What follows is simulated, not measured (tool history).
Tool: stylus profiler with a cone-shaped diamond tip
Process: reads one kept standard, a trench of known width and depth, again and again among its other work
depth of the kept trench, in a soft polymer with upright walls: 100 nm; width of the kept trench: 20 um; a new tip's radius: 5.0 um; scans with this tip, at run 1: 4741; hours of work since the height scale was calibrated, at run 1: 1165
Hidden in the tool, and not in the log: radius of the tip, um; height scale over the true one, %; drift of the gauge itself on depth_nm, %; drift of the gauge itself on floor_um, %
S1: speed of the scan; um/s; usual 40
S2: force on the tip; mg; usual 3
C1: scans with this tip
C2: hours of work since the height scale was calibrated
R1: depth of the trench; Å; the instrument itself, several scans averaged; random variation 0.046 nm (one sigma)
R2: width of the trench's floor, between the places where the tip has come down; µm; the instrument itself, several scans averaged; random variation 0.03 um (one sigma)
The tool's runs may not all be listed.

{"run": 1, "hour": 0.0, "S1": 40, "S2": 3, "C1": 4741, "C2": 1165, "R1": 1013.2, "R2": 17.85}
{"run": 2, "hour": 49.3, "S1": 40, "S2": 5.96, "C1": 4863, "C2": 1195, "R1": 1020.8, "R2": 17.91}
{"run": 3, "hour": 115.3, "S1": 40, "S2": 5.96, "C1": 5027, "C2": 1236, "R1": 1020.3, "R2": 17.8}
{"run": 4, "hour": 147.8, "S1": 40, "S2": 5.96, "C1": 5107, "C2": 1256, "R1": 1020.6, "R2": 17.85}
{"run": 5, "hour": 209.1, "S1": 40, "S2": 2.4, "C1": 5259, "C2": 1293, "R1": 1011.4, "R2": 17.81}
{"run": 6, "hour": 267.8, "S1": 40, "S2": 2.4, "C1": 5405, "C2": 1329, "R1": 1010.6, "R2": 17.83}
{"run": 7, "hour": 313.8, "S1": 155, "S2": 3, "C1": 5519, "C2": 1357, "R1": 1013.3, "R2": 17.37}
{"run": 8, "hour": 375.9, "S1": 155, "S2": 3, "C1": 5673, "C2": 1394, "R1": 1013.2, "R2": 17.39}
{"run": 9, "hour": 421.8, "S1": 36, "S2": 8.41, "C1": 5787, "C2": 1422, "R1": 1026, "R2": 17.95}
{"run": 10, "hour": 473.5, "S1": 36, "S2": 8.41, "C1": 5915, "C2": 1454, "R1": 1025.9, "R2": 17.94}

3 ways to go on from here, each from the tool as it stands after run 10. What would each give?
{"run": "A", "hour": 543.0, "S1": 36, "S2": 3.66, "C1": 6087, "C2": 1496, "R1": "?", "R2": "?"}
{"run": "B", "hour": 543.0, "S1": 20, "S2": 5.1, "C1": 6087, "C2": 1496, "R1": "?", "R2": "?"}
{"run": "C", "hour": 543.0, "S1": 31, "S2": 1.71, "C1": 6087, "C2": 1496, "R1": "?", "R2": "?"}

run=A R1=1015.1 R2=17.86
run=B R1=1018.9 R2=17.95
run=C R1=1008.1 R2=17.79
Without the tool's hidden state the same runs would have given:
run=A R1=1015 R2=17.87
run=B R1=1018.8 R2=17.95
run=C R1=1008 R2=17.8
